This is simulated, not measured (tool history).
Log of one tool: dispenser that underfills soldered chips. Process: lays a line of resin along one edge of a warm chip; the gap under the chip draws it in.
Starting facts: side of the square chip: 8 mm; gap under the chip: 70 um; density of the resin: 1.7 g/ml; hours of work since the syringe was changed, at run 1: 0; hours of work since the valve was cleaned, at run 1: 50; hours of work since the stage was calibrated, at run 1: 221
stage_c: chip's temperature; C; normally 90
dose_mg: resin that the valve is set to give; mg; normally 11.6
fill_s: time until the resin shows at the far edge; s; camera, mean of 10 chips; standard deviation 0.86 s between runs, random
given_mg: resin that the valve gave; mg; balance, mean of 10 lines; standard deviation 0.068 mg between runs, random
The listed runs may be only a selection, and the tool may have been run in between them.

run   hour  stage_c  dose_mg  hours of work since the syringe was changed  hours of work since the valve was cleaned  hours of work since the stage was calibrated  fill_s  given_mg
  1      0       90     11.6                                            0                                         50                                           221    86.9     11.28
  2    8.8       90     11.6                                            7                                         56                                           227   110.5      11.2
      14.3  -- new syringe of resin
  3   17.4       90     11.6                                            2                                         62                                           233    92.2     11.15
  4   25.7       90     11.6                                            8                                         68                                           239   119.1     11.02
      28.5  -- new syringe of resin
      35.1  -- dispensing valve cleaned and set on the balance
  5   35.4       90     11.6                                            4                                          0                                           245      99     11.65
  6     43       90     14.4                                           10                                          6                                           250   118.9     14.31
      43.9  -- new syringe of resin
  7   47.9       90     14.4                                            3                                          9                                           254    94.1     14.15
  8   56.7       90       10                                            9                                         15                                           260   125.5      9.95
      58.4  -- new syringe of resin
  9   63.8       90       10                                            4                                         20                                           265    99.2      9.83
 10   71.8       90       10                                           10                                         26                                           271   128.6       9.8
      72.8  -- new syringe of resin
 11   76.2       90       10                                            2                                         29                                           274    96.6      9.76
 12   83.7       90       10                                            8                                         34                                           279   118.6      9.69
      87.5  -- new syringe of resin
 13   93.2       90       10                                            4                                         41                                           285   103.4      9.71
 14   97.6       90     11.2                                            7                                         44                                           289   113.8     10.94
       102  -- new syringe of resin
 15  105.4       90     11.2                                            2                                         49                                           294      97      10.8
 16    114       96     11.5                                            9                                         55                                           300   103.9     11.01
     116.1  -- new syringe of resin
 17  120.7      104     13.1                                            3                                         60                                           305    63.5     12.51
 18  129.8       92     13.9                                           10                                         66                                           311     117     13.17
       131  -- new syringe of resin
 19  135.5       99     12.2                                            3                                         70                                           315    73.5     11.55
 20  140.1      103     12.4                                            6                                         73                                           318    76.2     11.83
     141.6  -- dispensing valve cleaned and set on the balance
     146.6  -- new syringe of resin
 21  147.6      103     12.4                                            1                                          4                                           323    61.8     12.53
 22    152       78     12.1                                            4                                          7                                           326   143.8     12.01
 23  160.2       78     12.1                                           10                                         13                                           332   187.5        12
     161.1  -- new syringe of resin
 24  169.7       86     12.5                                            6                                         20                                           338   124.5     12.28
 25  174.3       87     12.2                                            9                                         23                                           342   136.2     11.98
     175.7  -- new syringe of resin
 26  179.4      102     13.6                                            3                                         26                                           345    67.6     13.33
 27  184.8      102     13.6                                            6                                         30                                           349    78.4     13.32

A few steps of fill_s between consecutive runs. Split each: what settings, incoming material and random variation would produce without the hidden state, and what is left over for the hidden state, along with gauge scatter present in only one of the two compared results (measured, and without hidden state):
What the log doesn't record here: resin's viscosity, % of fresh resin's; dose that the valve gives, % of what is set; true chip temperature over the reading, C; drift of the gauge itself on fill_s, %; drift of the gauge itself on given_mg, %.
Run 21 -> 22: stage_c 103 -> 78, dose_mg 12.4 -> 12.1. fill_s +82 s: hidden state +24.7, all else +57.3.
Run 22 -> 23: no setting changed, nothing entered. fill_s +43.7 s: hidden state +40.4, all else +3.3.
Run 25 -> 26: stage_c 87 -> 102, dose_mg 12.2 -> 13.6, new syringe of resin. fill_s -68.6 s: hidden state -40.3, all else -28.3.
